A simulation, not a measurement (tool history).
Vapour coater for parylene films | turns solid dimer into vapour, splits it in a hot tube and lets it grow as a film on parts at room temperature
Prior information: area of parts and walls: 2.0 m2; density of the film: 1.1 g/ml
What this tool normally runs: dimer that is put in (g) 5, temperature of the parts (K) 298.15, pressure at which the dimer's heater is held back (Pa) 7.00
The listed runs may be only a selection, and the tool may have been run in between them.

run	hour	dimer that is put in (g)	temperature of the parts (K)	pressure at which the dimer's heater is held back (Pa)	thickness of the film (um)
1	0.0	5	298.15	7.00	1.241
2	10.4	5	298.15	7.00	1.243
3	23.4	5	298.15	7.00	1.251
4	37.8	5	298.15	7.00	1.245
5	49.4	5	298.15	7.00	1.249
6	58.2	5	298.15	7.00	1.237
7	68.4	5	298.15	7.00	1.244
8	82.4	5	298.15	7.00	1.242
9	92.9	5	298.15	7.00	1.231
10	101.5	5	297.15	7.00	1.276
11	118.3	5	298.15	7.00	1.238
# hour 120.5: table's thermometer calibrated
12	134.0	5	298.15	7.00	1.234
13	149.9	3	309.15	7.00	0.513
14	163.8	3	309.15	8.21	0.494
15	171.3	5	309.15	8.21	0.822
# hour 180.9: table's thermometer calibrated, once more
16	185.5	5	309.15	8.21	0.818
17	197.9	5	293.15	4.37	1.631
18	205.7	5	293.15	4.37	1.627
19	213.5	5	293.15	4.37	1.620
20	223.7	3	303.15	2.83	0.772
21	231.4	4	307.15	2.29	0.954
22	245.2	7	299.15	7.00	1.655
23	258.4	7	299.15	7.00	1.655

Results for each run, recomputed without the tool's hidden state and with each run's random variation untouched:
Hidden state present: vapour lost through the trap's worn valve, %; true temperature of the parts over the reading, C; drift of the gauge itself on film_um, %.
run	thickness of the film (um)
1	1.246
2	1.249
3	1.259
4	1.254
5	1.259
6	1.248
7	1.256
8	1.255
9	1.246
10	1.292
11	1.255
12	1.251
13	0.521
14	0.502
15	0.836
16	0.833
17	1.661
18	1.657
19	1.652
20	0.787
21	0.974
22	1.691
23	1.693
